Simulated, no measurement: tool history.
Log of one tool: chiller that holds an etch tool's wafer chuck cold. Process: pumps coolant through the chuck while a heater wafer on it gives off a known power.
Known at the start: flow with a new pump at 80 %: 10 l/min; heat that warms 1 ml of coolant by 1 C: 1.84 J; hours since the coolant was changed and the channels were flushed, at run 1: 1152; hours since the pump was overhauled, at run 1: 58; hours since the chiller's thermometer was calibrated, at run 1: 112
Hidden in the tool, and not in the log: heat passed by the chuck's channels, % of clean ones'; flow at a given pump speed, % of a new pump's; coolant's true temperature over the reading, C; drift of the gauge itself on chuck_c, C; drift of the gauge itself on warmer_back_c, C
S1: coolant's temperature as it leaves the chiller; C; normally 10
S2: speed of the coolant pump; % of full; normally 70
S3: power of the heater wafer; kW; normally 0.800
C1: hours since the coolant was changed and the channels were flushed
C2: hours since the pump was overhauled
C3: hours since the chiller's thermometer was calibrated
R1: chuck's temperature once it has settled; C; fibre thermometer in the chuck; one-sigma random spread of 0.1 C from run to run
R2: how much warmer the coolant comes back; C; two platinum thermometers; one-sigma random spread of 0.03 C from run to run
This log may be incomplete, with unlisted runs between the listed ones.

Run 1, hour 0.0: usual settings; C1 1152; C2 58; C3 112. Result: R1 18.3 C, R2 2.95 C.
Run 2, hour 22.1: usual settings; C1 1174; C2 80; C3 134. Result: R1 18.3 C, R2 2.97 C.
Run 3, hour 46.0: usual settings; C1 1198; C2 104; C3 158. Result: R1 18.2 C, R2 2.98 C.
Run 4, hour 73.4: usual settings; C1 1225; C2 131; C3 185. Result: R1 18.4 C, R2 3.02 C.
Run 5, hour 89.9: usual settings; C1 1242; C2 148; C3 202. Result: R1 18.5 C, R2 3.02 C.
Run 6, hour 124.5: usual settings but S1 17 C, S2 94 % of full, S3 0.632 kW; C1 1276; C2 182; C3 236. Result: R1 22.1 C, R2 1.81 C.
Run 7, hour 142.2: usual settings but S1 3 C, S2 76 % of full, S3 0.473 kW; C1 1294; C2 200; C3 254. Result: R1 7.6 C, R2 1.68 C.
At hour 146.0: chiller's thermometer calibrated.
Run 8, hour 169.5: usual settings but S1 3 C, S2 76 % of full, S3 0.473 kW; C1 1320; C2 226; C3 24. Result: R1 7.6 C, R2 1.67 C.
Run 9, hour 202.0: usual settings but S1 3 C, S2 76 % of full, S3 0.473 kW; C1 1353; C2 259; C3 56. Result: R1 7.6 C, R2 1.66 C.

What will run 10 give?
Run 10, hour 235.7: usual settings but S1 3 C, S2 76 % of full, S3 0.473 kW; C1 1387; C2 293; C3 90. Result: R1 ?, R2 ?.

{"run 10": {"R1": 7.8, "R2": 1.68}}
With no hidden state in the tool, this same run would have given R1 7.5 C, R2 1.67 C.
